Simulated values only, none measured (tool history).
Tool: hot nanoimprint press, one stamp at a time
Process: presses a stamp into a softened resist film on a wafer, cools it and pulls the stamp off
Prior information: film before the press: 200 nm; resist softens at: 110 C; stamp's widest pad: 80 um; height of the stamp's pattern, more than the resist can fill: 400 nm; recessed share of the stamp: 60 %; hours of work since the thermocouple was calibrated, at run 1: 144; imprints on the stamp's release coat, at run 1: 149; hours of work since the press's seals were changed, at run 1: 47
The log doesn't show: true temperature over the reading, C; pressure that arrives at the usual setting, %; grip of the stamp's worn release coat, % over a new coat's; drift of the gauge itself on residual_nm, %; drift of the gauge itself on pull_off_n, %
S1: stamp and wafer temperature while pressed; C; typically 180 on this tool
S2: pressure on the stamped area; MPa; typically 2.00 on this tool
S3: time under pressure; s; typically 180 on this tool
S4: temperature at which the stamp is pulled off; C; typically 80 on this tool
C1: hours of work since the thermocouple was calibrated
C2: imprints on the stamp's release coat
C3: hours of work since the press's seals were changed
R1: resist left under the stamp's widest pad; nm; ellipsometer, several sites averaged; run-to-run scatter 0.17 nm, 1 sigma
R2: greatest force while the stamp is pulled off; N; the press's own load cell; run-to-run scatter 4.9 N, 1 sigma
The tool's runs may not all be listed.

| run | hour | S1 | S2 | S3 | S4 | C1 | C2 | C3 | R1 | R2 |
|---|---|---|---|---|---|---|---|---|---|---|
| 1 | 0.0 | 180 | 2.00 | 180 | 80 | 144 | 149 | 47 | 80.2 | 237 |
| 2 | 13.7 | 180 | 2.00 | 180 | 80 | 149 | 178 | 52 | 79.8 | 243 |
| 3 | 31.1 | 180 | 2.00 | 180 | 80 | 156 | 216 | 59 | 80.1 | 240 |
| 4 | 40.6 | 180 | 2.00 | 180 | 78 | 160 | 236 | 63 | 80.3 | 250 |
| 5 | 48.9 | 180 | 2.10 | 180 | 80 | 164 | 254 | 67 | 77.9 | 248 |
| 6 | 58.8 | 180 | 2.10 | 180 | 80 | 168 | 275 | 71 | 77.9 | 239 |
| 7 | 71.1 | 180 | 2.10 | 180 | 80 | 173 | 302 | 76 | 77.7 | 245 |
| 8 | 81.1 | 180 | 2.00 | 180 | 80 | 177 | 323 | 80 | 80.4 | 237 |
| 9 | 95.8 | 180 | 2.00 | 180 | 80 | 183 | 355 | 85 | 80.3 | 242 |
| 10 | 104.5 | 180 | 2.00 | 139 | 80 | 186 | 374 | 89 | 87.3 | 240 |
| 11 | 119.2 | 180 | 2.00 | 139 | 80 | 192 | 405 | 95 | 87.0 | 241 |
| 12 | 136.0 | 180 | 2.00 | 182 | 80 | 199 | 442 | 102 | 80.1 | 230 |
| 13 | 148.3 | 180 | 2.00 | 182 | 80 | 204 | 468 | 107 | 79.6 | 241 |
| 14 | 156.2 | 180 | 2.00 | 182 | 80 | 207 | 485 | 110 | 79.8 | 231 |
| 15 | 168.4 | 180 | 2.00 | 180 | 66 | 212 | 511 | 115 | 79.9 | 325 |
| 16 | 180.9 | 180 | 2.00 | 180 | 87 | 217 | 538 | 120 | 79.7 | 192 |
| 17 | 195.4 | 184 | 1.68 | 220 | 84 | 223 | 569 | 126 | 70.7 | 218 |
| 18 | 210.0 | 184 | 1.68 | 220 | 84 | 229 | 601 | 131 | 70.5 | 216 |
| 19 | 224.6 | 180 | 2.00 | 94 | 77 | 234 | 632 | 137 | 98.7 | 270 |
| 20 | 233.0 | 180 | 2.00 | 94 | 77 | 238 | 650 | 141 | 98.6 | 255 |
| 21 | 248.0 | 172 | 1.35 | 180 | 80 | 244 | 682 | 147 | 135.1 | 232 |
| 22 | 255.7 | 181 | 2.00 | 180 | 68 | 247 | 699 | 150 | 76.6 | 308 |
| 23 | 264.4 | 181 | 2.00 | 195 | 68 | 250 | 718 | 153 | 75.0 | 313 |
| 24 | 277.7 | 181 | 1.93 | 217 | 68 | 256 | 746 | 159 | 73.7 | 309 |
| 25 | 292.9 | 181 | 1.93 | 217 | 68 | 262 | 779 | 165 | 73.8 | 314 |
| 26 | 302.4 | 181 | 1.93 | 251 | 68 | 266 | 799 | 169 | 70.2 | 310 |
| 27 | 312.1 | 174 | 2.00 | 180 | 80 | 270 | 820 | 173 | 103.2 | 238 |
| 28 | 319.3 | 174 | 2.00 | 180 | 80 | 273 | 836 | 176 | 103.2 | 236 |
| 29 | 327.0 | 174 | 2.00 | 176 | 68 | 276 | 852 | 179 | 104.3 | 326 |

Branching from run 29: 5 alternative next runs. What would each branch give?
| A | 338.6 | 174 | 2.00 | 176 | 86 | 280 | 877 | 183 | ? | ? |
| B | 338.6 | 173 | 2.00 | 176 | 73 | 280 | 877 | 183 | ? | ? |
| C | 338.6 | 175 | 2.21 | 268 | 68 | 280 | 877 | 183 | ? | ? |
| D | 338.6 | 188 | 2.79 | 180 | 75 | 280 | 877 | 183 | ? | ? |
| E | 338.6 | 169 | 2.98 | 176 | 74 | 280 | 877 | 183 | ? | ? |

| run | R1 | R2 |
|---|---|---|
| A | 103.9 | 205 |
| B | 108.5 | 284 |
| C | 82.3 | 317 |
| D | 46.6 | 267 |
| E | 104.1 | 270 |
The same runs, with their run-to-run variation unchanged, on a tool lacking any hidden condition would have given:
| run | R1 | R2 |
|---|---|---|
| A | 103.9 | 204 |
| B | 108.5 | 283 |
| C | 82.3 | 316 |
| D | 46.6 | 266 |
| E | 104.1 | 269 |

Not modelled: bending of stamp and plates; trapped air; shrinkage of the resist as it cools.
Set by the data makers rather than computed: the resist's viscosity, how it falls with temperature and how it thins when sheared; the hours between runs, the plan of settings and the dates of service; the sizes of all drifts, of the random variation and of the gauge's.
